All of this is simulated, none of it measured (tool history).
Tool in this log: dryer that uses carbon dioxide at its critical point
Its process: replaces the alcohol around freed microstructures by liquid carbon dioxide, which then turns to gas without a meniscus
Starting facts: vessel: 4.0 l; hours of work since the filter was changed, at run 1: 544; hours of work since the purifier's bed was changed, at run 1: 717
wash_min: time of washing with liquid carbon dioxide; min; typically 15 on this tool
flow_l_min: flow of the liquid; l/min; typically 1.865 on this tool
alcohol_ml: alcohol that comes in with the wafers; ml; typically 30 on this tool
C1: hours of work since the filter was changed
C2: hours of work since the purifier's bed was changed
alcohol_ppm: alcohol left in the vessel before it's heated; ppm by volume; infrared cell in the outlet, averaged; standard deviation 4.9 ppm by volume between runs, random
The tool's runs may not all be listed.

Run 1, hour 0: usual settings; C1 544; C2 717. Result: alcohol_ppm 109 ppm by volume.
Run 2, hour 17: usual settings but alcohol_ml 104 ml; C1 558; C2 730. Result: alcohol_ppm 144 ppm by volume.
Run 3, hour 41.7: usual settings but alcohol_ml 104 ml; C1 577; C2 749. Result: alcohol_ppm 143 ppm by volume.
Run 4, hour 63.7: usual settings but alcohol_ml 104 ml; C1 594; C2 767. Result: alcohol_ppm 152 ppm by volume.
At hour 71.1: inlet filter changed.
Run 5, hour 78.8: usual settings but alcohol_ml 104 ml; C1 6; C2 778. Result: alcohol_ppm 145 ppm by volume.
Run 6, hour 104.5: usual settings; C1 26; C2 798. Result: alcohol_ppm 106 ppm by volume.
Run 7, hour 127.2: usual settings; C1 44; C2 816. Result: alcohol_ppm 103 ppm by volume.
Run 8, hour 149.8: usual settings but alcohol_ml 101 ml; C1 62; C2 834. Result: alcohol_ppm 143 ppm by volume.
Run 9, hour 167.9: usual settings; C1 76; C2 848. Result: alcohol_ppm 119 ppm by volume.
Run 10, hour 184.2: usual settings; C1 89; C2 861. Result: alcohol_ppm 118 ppm by volume.
Run 11, hour 195.3: usual settings; C1 98; C2 869. Result: alcohol_ppm 108 ppm by volume.
Run 12, hour 208: usual settings but wash_min 9 min; C1 108; C2 879. Result: alcohol_ppm 280 ppm by volume.
Run 13, hour 229.4: usual settings but wash_min 9 min; C1 124; C2 896. Result: alcohol_ppm 275 ppm by volume.
Run 14, hour 240.7: usual settings but wash_min 9 min; C1 133; C2 905. Result: alcohol_ppm 285 ppm by volume.
Run 15, hour 261.7: usual settings but wash_min 9 min; C1 150; C2 922. Result: alcohol_ppm 289 ppm by volume.
Run 16, hour 275.5: usual settings but wash_min 9 min; C1 161; C2 932. Result: alcohol_ppm 276 ppm by volume.
Run 17, hour 296.8: usual settings but wash_min 9 min; C1 177; C2 949. Result: alcohol_ppm 287 ppm by volume.
Run 18, hour 308.4: usual settings but flow_l_min 1.91 l/min, alcohol_ml 56 ml; C1 186; C2 958. Result: alcohol_ppm 142 ppm by volume.
Run 19, hour 326.4: usual settings but wash_min 17 min, flow_l_min 3.07 l/min; C1 201; C2 972. Result: alcohol_ppm 101 ppm by volume.
Run 20, hour 340.9: usual settings but wash_min 12 min; C1 212; C2 984. Result: alcohol_ppm 165 ppm by volume.
Run 21, hour 366.7: usual settings but alcohol_ml 33 ml; C1 232; C2 1004. Result: alcohol_ppm 128 ppm by volume.
Run 22, hour 390.2: usual settings but wash_min 10 min, flow_l_min 1.43 l/min, alcohol_ml 77 ml; C1 251; C2 1023. Result: alcohol_ppm 951 ppm by volume.
Run 23, hour 415.2: usual settings but wash_min 22 min, flow_l_min 2.97 l/min, alcohol_ml 61 ml; C1 270; C2 1042. Result: alcohol_ppm 115 ppm by volume.
At hour 422.6: purifier's bed changed.
Run 24, hour 432.8: usual settings but wash_min 22 min, flow_l_min 1.45 l/min, alcohol_ml 25 ml; C1 282; C2 8. Result: alcohol_ppm 16 ppm by volume.
Run 25, hour 455.8: usual settings but wash_min 11 min, flow_l_min 2.2 l/min, alcohol_ml 32 ml; C1 300; C2 26. Result: alcohol_ppm 49 ppm by volume.
Run 26, hour 470.3: usual settings but flow_l_min 2.57 l/min, alcohol_ml 63 ml; C1 311; C2 38. Result: alcohol_ppm 19 ppm by volume.
Run 27, hour 495.9: usual settings but flow_l_min 1.2 l/min; C1 332; C2 58. Result: alcohol_ppm 173 ppm by volume.
Run 28, hour 517.3: usual settings but flow_l_min 1.87 l/min; C1 348; C2 74. Result: alcohol_ppm 27 ppm by volume.

Predict each of these 4 candidate next runs independently; none follows another, all start after run 28:
Run A, hour 543.9: usual settings but wash_min 13 min, flow_l_min 1.74 l/min; C1 369; C2 95. Result: alcohol_ppm ?.
Run B, hour 543.9: usual settings but wash_min 19 min, flow_l_min 1.35 l/min, alcohol_ml 38 ml; C1 369; C2 95. Result: alcohol_ppm ?.
Run C, hour 543.9: usual settings but flow_l_min 1.87 l/min, alcohol_ml 26 ml; C1 369; C2 95. Result: alcohol_ppm ?.
Run D, hour 543.9: usual settings but flow_l_min 1.16 l/min, alcohol_ml 73 ml; C1 369; C2 95. Result: alcohol_ppm ?.

run  alcohol_ppm
  A           64
  B           53
  C           30
  D          476
With the hidden condition removed and each run's random variation left untouched, the same runs would have given:
run  alcohol_ppm
  A           45
  B           35
  C           16
  D          408
